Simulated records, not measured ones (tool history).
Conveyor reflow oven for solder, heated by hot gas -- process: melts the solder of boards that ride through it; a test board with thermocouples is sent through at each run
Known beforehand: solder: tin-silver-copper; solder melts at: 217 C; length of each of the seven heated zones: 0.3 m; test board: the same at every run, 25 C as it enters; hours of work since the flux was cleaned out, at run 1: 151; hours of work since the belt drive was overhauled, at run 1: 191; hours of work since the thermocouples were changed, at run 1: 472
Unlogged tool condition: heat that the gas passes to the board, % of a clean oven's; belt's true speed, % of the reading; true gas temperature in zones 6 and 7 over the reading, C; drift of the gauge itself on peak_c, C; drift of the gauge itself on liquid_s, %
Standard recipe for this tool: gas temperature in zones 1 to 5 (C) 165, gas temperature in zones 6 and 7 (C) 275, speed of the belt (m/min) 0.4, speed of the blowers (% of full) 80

run    day  gas temperature in zones 1 to 5 (C)  gas temperature in zones 6 and 7 (C)  speed of the belt (m/min)  speed of the blowers (% of full)  hours of work since the flux was cleaned out  hours of work since the belt drive was overhauled  hours of work since the thermocouples were changed  highest temperature of the board (C)  time above the solder's melting point (s)
  1      0                                  165                                   275                        0.4                                80                                           151                                                191                                                 472                                 264.3                                       74.3
  2  0.317                                  165                                   275                        0.4                                80                                           155                                                195                                                 476                                 263.8                                       74.4
  3  0.692                                  165                                   275                        0.4                                80                                           160                                                200                                                 481                                 263.8                                       74.3
  4  0.933                                  165                                   284                        0.4                                80                                           163                                                204                                                 484                                 272.5                                       78.8
  5  1.158                                  165                                   284                        0.4                                80                                           166                                                207                                                 487                                 272.7                                         79
  6  1.446                                  165                                   275                      0.413                                80                                           170                                                211                                                 491                                 263.2                                       71.4
  7  1.662                                  165                                   275                      0.413                                80                                           173                                                214                                                 494                                 263.1                                       71.4
  8  1.858                                  165                                   275                      0.413                                80                                           176                                                216                                                 497                                 263.3                                         71
     2.333  -- flux residue cleaned out of gas plates and filters
  9  2.375                                  165                                   275                        0.4                                55                                             1                                                220                                                 501                                 260.9                                       71.6
 10   2.55                                  165                                   275                      0.428                                55                                             3                                                223                                                 503                                 258.7                                       64.9
 11  2.754                                  165                                   275                        0.4                                80                                             6                                                225                                                 506                                 264.2                                       74.2
 12  2.938                                  165                                   275                        0.4                                80                                             8                                                228                                                 509                                 263.8                                       74.3
 13  3.167                                  165                                   275                        0.4                                80                                            11                                                231                                                 512                                 263.8                                       73.8
 14  3.371                                  165                                   275                        0.4                                80                                            14                                                234                                                 514                                 264.3                                       74.3
 15  3.658                                  165                                   275                        0.4                                80                                            18                                                238                                                 518                                 263.8                                       74.3
 16  3.929                                  165                                   285                        0.4                                80                                            22                                                241                                                 522                                 274.1                                       79.2
 17    4.2                                  159                                   270                      0.435                                80                                            25                                                245                                                 526                                 256.3                                       61.2
 18  4.446                                  159                                   270                      0.435                                80                                            29                                                248                                                 529                                 256.8                                       61.3
 19  4.758                                  157                                   287                      0.469                                68                                            33                                                253                                                 533                                 267.4                                       61.7
 20  4.946                                  165                                   274                      0.419                                56                                            35                                                255                                                 536                                 258.4                                       66.7
 21  5.346                                  165                                   277                      0.401                                82                                            41                                                261                                                 541                                 265.8                                       75.1
 22  5.558                                  165                                   277                      0.453                                68                                            44                                                264                                                 544                                   261                                       62.6
 23  5.938                                  176                                   275                      0.395                                88                                            49                                                269                                                 549                                 265.8                                       80.4
 24  6.262                                  165                                   274                      0.428                                80                                            53                                                273                                                 554                                 261.3                                       67.6
 25   6.55                                  166                                   268                        0.4                                80                                            57                                                277                                                 558                                 257.6                                       70.6
 26  6.783                                  165                                   275                      0.362                                80                                            60                                                280                                                 561                                 266.4                                       84.4
 27  6.988                                  165                                   273                      0.365                                80                                            63                                                283                                                 564                                 264.5                                         82
 28  7.162                                  157                                   288                      0.455                                54                                            66                                                285                                                 566                                 267.2                                       63.1
 29  7.392                                  157                                   288                      0.455                                54                                            69                                                288                                                 569                                 266.9                                       62.8
 30    7.6                                  165                                   264                        0.4                                80                                            71                                                291                                                 572                                 254.2                                       67.8
 31  7.846                                  165                                   264                        0.4                                80                                            75                                                295                                                 575                                 253.7                                       67.7

Each row is a separate what-if for the run after 31, all from the same tool condition, not one after another. Results?
  A  8.146                                  165                                   281                      0.422                                90                                            79                                                299                                                 579                                     ?                                          ?
  B  8.146                                  167                                   289                       0.39                                80                                            79                                                299                                                 579                                     ?                                          ?
  C  8.146                                  165                                   264                       0.41                                80                                            79                                                299                                                 579                                     ?                                          ?
  D  8.146                                  165                                   277                      0.338                                80                                            79                                                299                                                 579                                     ?                                          ?

run  highest temperature of the board (C)  time above the solder's melting point (s)
  A                                 268.9                                       73.3
  B                                 278.4                                       84.1
  C                                   253                                       65.2
  D                                 269.9                                       92.7
What these runs would have given with no unlogged condition in the tool:
run  highest temperature of the board (C)  time above the solder's melting point (s)
  A                                 268.9                                       73.3
  B                                 278.5                                       84.1
  C                                   253                                       65.2
  D                                 269.9                                       92.7
